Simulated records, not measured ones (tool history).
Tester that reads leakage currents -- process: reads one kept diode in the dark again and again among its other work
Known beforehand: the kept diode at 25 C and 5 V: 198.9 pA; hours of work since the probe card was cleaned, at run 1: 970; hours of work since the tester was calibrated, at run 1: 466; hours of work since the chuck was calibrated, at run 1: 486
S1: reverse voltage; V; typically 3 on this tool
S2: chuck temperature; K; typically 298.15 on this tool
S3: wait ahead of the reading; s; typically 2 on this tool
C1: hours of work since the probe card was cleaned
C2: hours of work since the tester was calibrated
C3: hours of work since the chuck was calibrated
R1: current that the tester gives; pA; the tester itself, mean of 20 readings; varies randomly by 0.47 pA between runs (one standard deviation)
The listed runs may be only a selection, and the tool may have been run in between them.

run 1 hour=0 | S1=3 S2=298.15 S3=2 | C1=970 C2=466 C3=486 | R1=148.28
run 2 hour=68.9 | S1=3 S2=298.15 S3=2 | C1=998 C2=494 C3=514 | R1=147.54
run 3 hour=129.2 | S1=3 S2=298.15 S3=0.41 | C1=1023 C2=519 C3=539 | R1=148.01
run 4 hour=190.1 | S1=3 S2=298.15 S3=0.41 | C1=1048 C2=544 C3=564 | R1=147.69
run 5 hour=280.7 | S1=3 S2=298.15 S3=0.41 | C1=1085 C2=582 C3=602 | R1=147.49
run 6 hour=353.8 | S1=3 S2=298.15 S3=0.41 | C1=1116 C2=612 C3=632 | R1=146.65
-- hour=365 tester calibrated
run 7 hour=443.9 | S1=3.46 S2=316.15 S3=0.93 | C1=1152 C2=33 C3=668 | R1=613.22
run 8 hour=493.1 | S1=3.46 S2=316.15 S3=6.36 | C1=1172 C2=53 C3=688 | R1=612.35
run 9 hour=550.5 | S1=3.46 S2=316.15 S3=1.12 | C1=1196 C2=76 C3=712 | R1=607.56
run 10 hour=597.3 | S1=3.46 S2=321.15 S3=0.93 | C1=1215 C2=96 C3=731 | R1=860.61
run 11 hour=670.4 | S1=9.31 S2=301.15 S3=2.36 | C1=1245 C2=126 C3=761 | R1=317.76

Hidden condition of the tool, last listed run before each entry between runs versus first listed run after:
Between runs 6 and 7: tester calibrated (hour 365)
  stray current of the dirty probe card, pA a volt: 0.393 -> 0.405; current scale over the true one, %: 0.07 -> 0.09; true chuck temperature over the reading, C: -0.9 -> -0.96
  measured result minus the result with no hidden state, R1: -9.66 -> -41.57 pA
